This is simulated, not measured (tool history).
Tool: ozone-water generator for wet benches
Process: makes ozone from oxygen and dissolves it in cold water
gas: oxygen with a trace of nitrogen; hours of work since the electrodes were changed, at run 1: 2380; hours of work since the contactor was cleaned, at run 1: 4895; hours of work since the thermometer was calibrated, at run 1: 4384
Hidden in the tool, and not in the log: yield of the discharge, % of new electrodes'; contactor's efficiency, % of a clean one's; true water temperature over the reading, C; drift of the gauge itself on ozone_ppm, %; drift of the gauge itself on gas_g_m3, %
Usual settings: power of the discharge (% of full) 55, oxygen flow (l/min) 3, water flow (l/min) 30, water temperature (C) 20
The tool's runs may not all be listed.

run    hour  power of the discharge (% of full)  oxygen flow (l/min)  water flow (l/min)  water temperature (C)  hours of work since the electrodes were changed  hours of work since the contactor was cleaned  hours of work since the thermometer was calibrated  dissolved ozone (ppm)  ozone in the gas ahead of the water (g/m3)
  1       0                                  55                    3                  30                     20                                             2380                                           4895                                                4384                   6.18                                       139.5
       56.9  -- water thermometer calibrated
  2   120.7                                  55                    3                  30                     20                                             2472                                           4987                                                  49                   6.38                                       137.7
  3   219.6                                  55                    3                  30                     20                                             2548                                           5063                                                 124                   6.44                                         139
  4   325.1                                  55                    3                  30                     20                                             2628                                           5143                                                 205                   6.14                                       137.3
  5   453.4                                  55                    3                  30                     20                                             2726                                           5241                                                 303                   6.21                                       137.8
  6   553.2                                  55                    3                  30                     20                                             2803                                           5317                                                 379                   6.39                                         139
  7   682.2                                  55                    3                  30                     20                                             2901                                           5416                                                 478                   6.31                                       139.4
  8   764.6                                  55                    3                  30                     13                                             2964                                           5479                                                 541                   6.75                                       138.1
  9   860.6                                  55                    3                  30                     20                                             3037                                           5552                                                 614                   6.33                                       137.5
 10    1006                                  43                    3                  30                     20                                             3148                                           5663                                                 725                   5.35                                       121.4
 11  1087.2                                  71                    3                  30                     20                                             3211                                           5725                                                 787                   7.38                                         157
 12  1236.7                                  55                    3                  30                     20                                             3325                                           5840                                                 901                   6.18                                       138.8
 13  1350.1                                  42                    3                  30                     20                                             3411                                           5926                                                 988                    5.5                                         121
 14    1511                                  55                    3                  33                     20                                             3534                                           6049                                                1111                   5.81                                       137.6
 15  1599.2                                  55                    3                  30                     20                                             3602                                           6117                                                1178                   6.25                                       139.2
 16  1737.8                                  55                    3                  20                     20                                             3708                                           6222                                                1284                    9.3                                       137.6
 17  1895.2                                  55                    3                  20                     20                                             3828                                           6343                                                1404                   9.39                                       137.5
 18  1970.5                                  46                 1.97                  25                     20                                             3885                                           6400                                                1462                   6.33                                       157.6
     2025.1  -- contactor cleaned
 19  2055.1                                  46                 1.97                  25                     20                                             3947                                             23                                                1523                   6.44                                       159.4
 20  2233.6                                  46                 1.97                  25                     20                                             4083                                            159                                                1660                   6.16                                       158.1
 21  2399.1                                  55                    3                  30                     19                                             4210                                            286                                                1786                    6.4                                       139.5
 22  2550.2                                  59                 2.67                  30                     20                                             4325                                            401                                                1902                   6.38                                       152.8
 23  2628.6                                  78                 2.99                  45                     17                                             4385                                            461                                                1962                   4.85                                       167.6
 24  2762.9                                  78                    2                  45                     17                                             4488                                            564                                                2064                   4.39                                       205.2
 25  2857.1                                  78                    2                  42                     13                                             4560                                            636                                                2136                   4.89                                       206.3
 26  2955.7                                  71                    3                  30                     16                                             4635                                            711                                                2212                    7.5                                       158.7
 27  3066.1                                  40                    3                  35                     20                                             4719                                            795                                                2296                   4.48                                       116.8
 28  3209.6                                  55                 1.68                  30                     20                                             4829                                            905                                                2406                   5.37                                         190
 29  3343.7                                  55                 4.96                  30                     20                                             4931                                           1007                                                2508                   6.79                                       106.3
 30  3464.8                                  77                 1.79                  23                     23                                             5024                                           1100                                                2601                   8.55                                       217.7
 31  3555.7                                  59                    3                  38                     22                                             5093                                           1169                                                2670                   4.97                                       144.2
 32  3656.7                                  66                 1.57                  30                     20                                             5170                                           1246                                                2747                   5.93                                       214.6
 33  3827.8                                  66                 1.57                  30                     20                                             5301                                           1377                                                2878                   5.97                                       213.9

Forecast each of these 4 alternatives for the next run:
  A  3937.8                                  55                    3                  36                     20                                             5385                                           1461                                                2962                      ?                                           ?
  B  3937.8                                  66                 1.57                  36                     20                                             5385                                           1461                                                2962                      ?                                           ?
  C  3937.8                                  55                    3                  30                     22                                             5385                                           1461                                                2962                      ?                                           ?
  D  3937.8                                  66                 1.57                  29                     20                                             5385                                           1461                                                2962                      ?                                           ?

run  dissolved ozone (ppm)  ozone in the gas ahead of the water (g/m3)
  A                   5.21                                       139.2
  B                    4.6                                       213.8
  C                   6.23                                       137.4
  D                   6.03                                       214.9
Without the tool's hidden state the same runs would have given:
run  dissolved ozone (ppm)  ozone in the gas ahead of the water (g/m3)
  A                   5.21                                       139.3
  B                   4.61                                       214.1
  C                   6.24                                       137.5
  D                   6.03                                       215.2

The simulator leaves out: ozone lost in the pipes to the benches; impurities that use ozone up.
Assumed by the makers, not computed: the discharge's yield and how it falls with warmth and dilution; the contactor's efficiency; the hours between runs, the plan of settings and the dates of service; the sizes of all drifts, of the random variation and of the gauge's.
